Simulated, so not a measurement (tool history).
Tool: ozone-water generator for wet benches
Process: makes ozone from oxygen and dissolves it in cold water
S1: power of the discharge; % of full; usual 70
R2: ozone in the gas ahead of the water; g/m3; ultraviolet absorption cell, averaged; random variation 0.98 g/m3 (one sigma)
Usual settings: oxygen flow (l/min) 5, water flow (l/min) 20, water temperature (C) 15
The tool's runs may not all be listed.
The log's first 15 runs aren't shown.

{"run": 16, "day": 15.683, "S1": 70, "oxygen flow (l/min)": 5, "water flow (l/min)": 15, "water temperature (C)": 15, "dissolved ozone (ppm)": 23.8, "R2": 164.3}
{"run": 17, "day": 16.558, "S1": 49, "oxygen flow (l/min)": 6.01, "water flow (l/min)": 20, "water temperature (C)": 8, "dissolved ozone (ppm)": 15.9, "R2": 112.4}
{"run": 18, "day": 17.629, "S1": 49, "oxygen flow (l/min)": 6.01, "water flow (l/min)": 20, "water temperature (C)": 8, "dissolved ozone (ppm)": 16, "R2": 112.6}
{"run": 19, "day": 19.079, "S1": 70, "oxygen flow (l/min)": 3.91, "water flow (l/min)": 20, "water temperature (C)": 19, "dissolved ozone (ppm)": 17.9, "R2": 188.3}
{"run": 20, "day": 20.442, "S1": 70, "oxygen flow (l/min)": 3.2, "water flow (l/min)": 20, "water temperature (C)": 9, "dissolved ozone (ppm)": 19.7, "R2": 208.8}
{"run": 21, "day": 21.208, "S1": 70, "oxygen flow (l/min)": 4.25, "water flow (l/min)": 20, "water temperature (C)": 9, "dissolved ozone (ppm)": 20, "R2": 179.4}
{"run": 22, "day": 21.862, "S1": 70, "oxygen flow (l/min)": 4.25, "water flow (l/min)": 20, "water temperature (C)": 9, "dissolved ozone (ppm)": 20.2, "R2": 177.1}
{"run": 23, "day": 23.092, "S1": 70, "oxygen flow (l/min)": 4.25, "water flow (l/min)": 20, "water temperature (C)": 9, "dissolved ozone (ppm)": 20.1, "R2": 178}
{"run": 24, "day": 24.629, "S1": 70, "oxygen flow (l/min)": 4.25, "water flow (l/min)": 20, "water temperature (C)": 9, "dissolved ozone (ppm)": 20, "R2": 178.9}
{"run": 25, "day": 25.433, "S1": 51, "oxygen flow (l/min)": 5, "water flow (l/min)": 23, "water temperature (C)": 15, "dissolved ozone (ppm)": 13.3, "R2": 127.2}
{"run": 26, "day": 26.158, "S1": 59, "oxygen flow (l/min)": 7.71, "water flow (l/min)": 23, "water temperature (C)": 15, "dissolved ozone (ppm)": 14.8, "R2": 112.2}
{"run": 27, "day": 27.204, "S1": 76, "oxygen flow (l/min)": 2.64, "water flow (l/min)": 23, "water temperature (C)": 8, "dissolved ozone (ppm)": 17.4, "R2": 248.1}
{"run": 28, "day": 27.879, "S1": 70, "oxygen flow (l/min)": 4.11, "water flow (l/min)": 19, "water temperature (C)": 15, "dissolved ozone (ppm)": 19.6, "R2": 181.7}
{"run": 29, "day": 28.708, "S1": 44, "oxygen flow (l/min)": 5, "water flow (l/min)": 12, "water temperature (C)": 9, "dissolved ozone (ppm)": 21.3, "R2": 114.3}
{"run": 30, "day": 30.196, "S1": 44, "oxygen flow (l/min)": 5, "water flow (l/min)": 12, "water temperature (C)": 9, "dissolved ozone (ppm)": 21.3, "R2": 114.2}

The next listed run, before its measurement:
{"run": 31, "day": 31.417, "S1": 44, "oxygen flow (l/min)": 5, "water flow (l/min)": 12, "water temperature (C)": 9, "dissolved ozone (ppm)": "?", "R2": "?"}

Run 31 gave dissolved ozone (ppm) 21.1, R2 113.8 g/m3.
Without the tool's hidden state the same run would have given dissolved ozone (ppm) 21.9, R2 116.8 g/m3.
